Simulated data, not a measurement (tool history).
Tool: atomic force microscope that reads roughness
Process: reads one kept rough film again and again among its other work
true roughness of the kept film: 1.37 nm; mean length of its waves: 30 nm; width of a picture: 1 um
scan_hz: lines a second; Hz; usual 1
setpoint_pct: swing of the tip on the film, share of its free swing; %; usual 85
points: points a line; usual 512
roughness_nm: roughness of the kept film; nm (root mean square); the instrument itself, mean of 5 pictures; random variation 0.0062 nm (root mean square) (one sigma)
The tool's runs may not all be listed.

run 1 day=0 | scan_hz=1 setpoint_pct=85 points=512 | roughness_nm=1.181
run 2 day=0.171 | scan_hz=1 setpoint_pct=85 points=512 | roughness_nm=1.188
run 3 day=0.458 | scan_hz=1 setpoint_pct=85 points=512 | roughness_nm=1.18
run 4 day=0.688 | scan_hz=1 setpoint_pct=85 points=512 | roughness_nm=1.184
run 5 day=0.917 | scan_hz=1.34 setpoint_pct=85 points=512 | roughness_nm=1.142
run 6 day=1.117 | scan_hz=1 setpoint_pct=85 points=512 | roughness_nm=1.177
run 7 day=1.379 | scan_hz=1 setpoint_pct=85 points=512 | roughness_nm=1.184
run 8 day=1.742 | scan_hz=0.77 setpoint_pct=85 points=512 | roughness_nm=1.216
run 9 day=1.929 | scan_hz=0.77 setpoint_pct=85 points=512 | roughness_nm=1.213
run 10 day=2.104 | scan_hz=0.77 setpoint_pct=85 points=512 | roughness_nm=1.222
run 11 day=2.396 | scan_hz=0.83 setpoint_pct=85 points=512 | roughness_nm=1.193
run 12 day=2.583 | scan_hz=0.83 setpoint_pct=85 points=512 | roughness_nm=1.203
run 13 day=2.925 | scan_hz=1 setpoint_pct=71 points=512 | roughness_nm=1.248
run 14 day=3.108 | scan_hz=1 setpoint_pct=85 points=512 | roughness_nm=1.182
run 15 day=3.312 | scan_hz=1 setpoint_pct=85 points=512 | roughness_nm=1.174
run 16 day=3.562 | scan_hz=3.64 setpoint_pct=85 points=512 | roughness_nm=0.926
run 17 day=3.75 | scan_hz=1.85 setpoint_pct=85 points=512 | roughness_nm=1.092
run 18 day=4.004 | scan_hz=2.85 setpoint_pct=85 points=512 | roughness_nm=0.994
run 19 day=4.304 | scan_hz=2.85 setpoint_pct=85 points=512 | roughness_nm=0.984
run 20 day=4.558 | scan_hz=2.85 setpoint_pct=85 points=512 | roughness_nm=0.982
run 21 day=4.938 | scan_hz=1 setpoint_pct=85 points=512 | roughness_nm=1.184
run 22 day=5.129 | scan_hz=1 setpoint_pct=85 points=512 | roughness_nm=1.19
run 23 day=5.433 | scan_hz=1 setpoint_pct=85 points=512 | roughness_nm=1.177
run 24 day=5.667 | scan_hz=1 setpoint_pct=85 points=770 | roughness_nm=1.195
run 25 day=5.967 | scan_hz=1 setpoint_pct=85 points=512 | roughness_nm=1.183
run 26 day=6.188 | scan_hz=1.05 setpoint_pct=85 points=512 | roughness_nm=1.178
run 27 day=6.517 | scan_hz=0.8 setpoint_pct=85 points=512 | roughness_nm=1.21
run 28 day=6.9 | scan_hz=0.8 setpoint_pct=85 points=512 | roughness_nm=1.211
run 29 day=7.167 | scan_hz=1 setpoint_pct=85 points=591 | roughness_nm=1.176
run 30 day=7.55 | scan_hz=1.83 setpoint_pct=85 points=338 | roughness_nm=1.09
run 31 day=7.854 | scan_hz=1 setpoint_pct=85 points=464 | roughness_nm=1.174
run 32 day=8.012 | scan_hz=1.08 setpoint_pct=60 points=714 | roughness_nm=1.288
run 33 day=8.346 | scan_hz=0.61 setpoint_pct=63 points=693 | roughness_nm=1.294
run 34 day=8.721 | scan_hz=0.61 setpoint_pct=63 points=693 | roughness_nm=1.293
run 35 day=8.962 | scan_hz=0.61 setpoint_pct=63 points=693 | roughness_nm=1.296
-- day=9.054 new tip fitted
run 36 day=9.2 | scan_hz=1.24 setpoint_pct=55 points=908 | roughness_nm=1.293
run 37 day=9.475 | scan_hz=1 setpoint_pct=85 points=334 | roughness_nm=1.189
run 38 day=9.654 | scan_hz=2.45 setpoint_pct=75 points=349 | roughness_nm=1.113
run 39 day=9.996 | scan_hz=2.45 setpoint_pct=75 points=349 | roughness_nm=1.126
run 40 day=10.288 | scan_hz=0.57 setpoint_pct=71 points=641 | roughness_nm=1.283
run 41 day=10.554 | scan_hz=0.57 setpoint_pct=62 points=396 | roughness_nm=1.292
run 42 day=10.946 | scan_hz=2.07 setpoint_pct=62 points=396 | roughness_nm=1.237
run 43 day=11.304 | scan_hz=1.27 setpoint_pct=68 points=512 | roughness_nm=1.25
run 44 day=11.571 | scan_hz=0.59 setpoint_pct=83 points=277 | roughness_nm=1.236
run 45 day=11.954 | scan_hz=0.59 setpoint_pct=83 points=277 | roughness_nm=1.224
run 46 day=12.129 | scan_hz=0.57 setpoint_pct=72 points=457 | roughness_nm=1.285
run 47 day=12.433 | scan_hz=1.07 setpoint_pct=85 points=512 | roughness_nm=1.179
run 48 day=12.742 | scan_hz=2.26 setpoint_pct=56 points=737 | roughness_nm=1.271
run 49 day=12.917 | scan_hz=2.26 setpoint_pct=56 points=737 | roughness_nm=1.265
run 50 day=13.142 | scan_hz=2.26 setpoint_pct=56 points=737 | roughness_nm=1.266
run 51 day=13.475 | scan_hz=2.26 setpoint_pct=56 points=737 | roughness_nm=1.271
run 52 day=13.646 | scan_hz=1 setpoint_pct=65 points=719 | roughness_nm=1.274
run 53 day=13.9 | scan_hz=0.5 setpoint_pct=85 points=285 | roughness_nm=1.238
run 54 day=14.096 | scan_hz=0.5 setpoint_pct=85 points=285 | roughness_nm=1.231

4 ways to go on from here, each from the tool as it stands after run 54. What would each give?
run A day=14.425 | scan_hz=0.8 setpoint_pct=55 points=287 | roughness_nm=?
run B day=14.425 | scan_hz=1 setpoint_pct=57 points=967 | roughness_nm=?
run C day=14.425 | scan_hz=0.5 setpoint_pct=85 points=288 | roughness_nm=?
run D day=14.425 | scan_hz=3.44 setpoint_pct=85 points=562 | roughness_nm=?

run=A roughness_nm=1.29
run=B roughness_nm=1.296
run=C roughness_nm=1.235
run=D roughness_nm=0.94
Without the tool's hidden state the same runs would have given:
run=A roughness_nm=1.291
run=B roughness_nm=1.298
run=C roughness_nm=1.236
run=D roughness_nm=0.941
